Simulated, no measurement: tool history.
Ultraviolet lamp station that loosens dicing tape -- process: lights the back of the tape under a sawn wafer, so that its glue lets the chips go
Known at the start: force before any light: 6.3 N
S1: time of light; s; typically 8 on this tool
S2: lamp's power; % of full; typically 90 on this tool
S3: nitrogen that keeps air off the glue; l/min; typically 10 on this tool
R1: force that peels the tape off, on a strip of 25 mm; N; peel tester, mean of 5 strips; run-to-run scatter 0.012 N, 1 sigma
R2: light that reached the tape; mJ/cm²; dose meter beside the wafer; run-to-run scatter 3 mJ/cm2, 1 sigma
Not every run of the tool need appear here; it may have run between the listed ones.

run 1 hour=0.0 | S1=8 S2=90 S3=10 | R1=0.566 R2=459
run 2 hour=28.8 | S1=8 S2=90 S3=10 | R1=0.591 R2=452
run 3 hour=66.5 | S1=8 S2=90 S3=6 | R1=0.826 R2=448
-- hour=74.2 window cleaned of glue's vapour
run 4 hour=108.1 | S1=6 S2=90 S3=10 | R1=0.949 R2=338
run 5 hour=148.7 | S1=6 S2=90 S3=10 | R1=0.936 R2=339
run 6 hour=189.0 | S1=6 S2=90 S3=10 | R1=0.920 R2=346
run 7 hour=222.0 | S1=6 S2=90 S3=10 | R1=0.924 R2=343
run 8 hour=250.4 | S1=8 S2=90 S3=11 | R1=0.520 R2=457
run 9 hour=282.6 | S1=6 S2=90 S3=10 | R1=0.919 R2=340
run 10 hour=322.1 | S1=6 S2=90 S3=10 | R1=0.919 R2=335
run 11 hour=353.1 | S1=6 S2=90 S3=10 | R1=0.956 R2=340
-- hour=372.2 window cleaned of glue's vapour
run 12 hour=376.6 | S1=11 S2=90 S3=10 | R1=0.353 R2=626
run 13 hour=411.1 | S1=11 S2=90 S3=10 | R1=0.344 R2=618
run 14 hour=436.7 | S1=11 S2=90 S3=10 | R1=0.350 R2=623
run 15 hour=462.7 | S1=11 S2=90 S3=10 | R1=0.338 R2=620
run 16 hour=486.2 | S1=12 S2=90 S3=10 | R1=0.297 R2=679
run 17 hour=529.0 | S1=12 S2=90 S3=10 | R1=0.304 R2=676
run 18 hour=554.4 | S1=12 S2=64 S3=10 | R1=0.513 R2=480
run 19 hour=574.1 | S1=12 S2=64 S3=10 | R1=0.505 R2=483
run 20 hour=622.3 | S1=12 S2=64 S3=10 | R1=0.531 R2=482
run 21 hour=656.7 | S1=12 S2=61 S3=17 | R1=0.404 R2=461
-- hour=671.2 window cleaned of glue's vapour
run 22 hour=684.9 | S1=8 S2=63 S3=4 | R1=1.820 R2=315
run 23 hour=721.8 | S1=7 S2=83 S3=15 | R1=0.612 R2=359
run 24 hour=768.1 | S1=8 S2=62 S3=11 | R1=1.007 R2=313
run 25 hour=809.9 | S1=8 S2=62 S3=11 | R1=1.014 R2=316
run 26 hour=830.1 | S1=5 S2=97 S3=8 | R1=1.230 R2=302
run 27 hour=873.7 | S1=8 S2=64 S3=10 | R1=0.972 R2=320
run 28 hour=911.0 | S1=8 S2=64 S3=6 | R1=1.417 R2=313
run 29 hour=956.7 | S1=8 S2=70 S3=6 | R1=1.258 R2=351
-- hour=969.0 window cleaned of glue's vapour
run 30 hour=992.6 | S1=8 S2=79 S3=10 | R1=0.736 R2=400
run 31 hour=1037.1 | S1=8 S2=79 S3=10 | R1=0.720 R2=393
run 32 hour=1071.8 | S1=5 S2=80 S3=4 | R1=2.375 R2=250
run 33 hour=1117.9 | S1=15 S2=74 S3=10 | R1=0.295 R2=693
run 34 hour=1155.0 | S1=15 S2=74 S3=10 | R1=0.289 R2=691
run 35 hour=1189.4 | S1=8 S2=71 S3=3 | R1=1.836 R2=356
run 36 hour=1216.4 | S1=8 S2=71 S3=3 | R1=1.916 R2=354
run 37 hour=1256.6 | S1=10 S2=88 S3=13 | R1=0.358 R2=548
-- hour=1266.2 window cleaned of glue's vapour
run 38 hour=1291.7 | S1=5 S2=96 S3=10 | R1=1.130 R2=295

Here are 4 independent what-if runs from the current tool condition. What would each one return?
run A hour=1329.1 | S1=5 S2=90 S3=10 | R1=? R2=?
run B hour=1329.1 | S1=5 S2=66 S3=19 | R1=? R2=?
run C hour=1329.1 | S1=8 S2=98 S3=10 | R1=? R2=?
run D hour=1329.1 | S1=8 S2=90 S3=13 | R1=? R2=?

run=A R1=1.285 R2=283
run=B R1=1.382 R2=206
run=C R1=0.484 R2=483
run=D R1=0.479 R2=455
With the hidden condition removed and each run's random variation left untouched, the same runs would have given:
run=A R1=1.276 R2=284
run=B R1=1.373 R2=207
run=C R1=0.480 R2=485
run=D R1=0.476 R2=457

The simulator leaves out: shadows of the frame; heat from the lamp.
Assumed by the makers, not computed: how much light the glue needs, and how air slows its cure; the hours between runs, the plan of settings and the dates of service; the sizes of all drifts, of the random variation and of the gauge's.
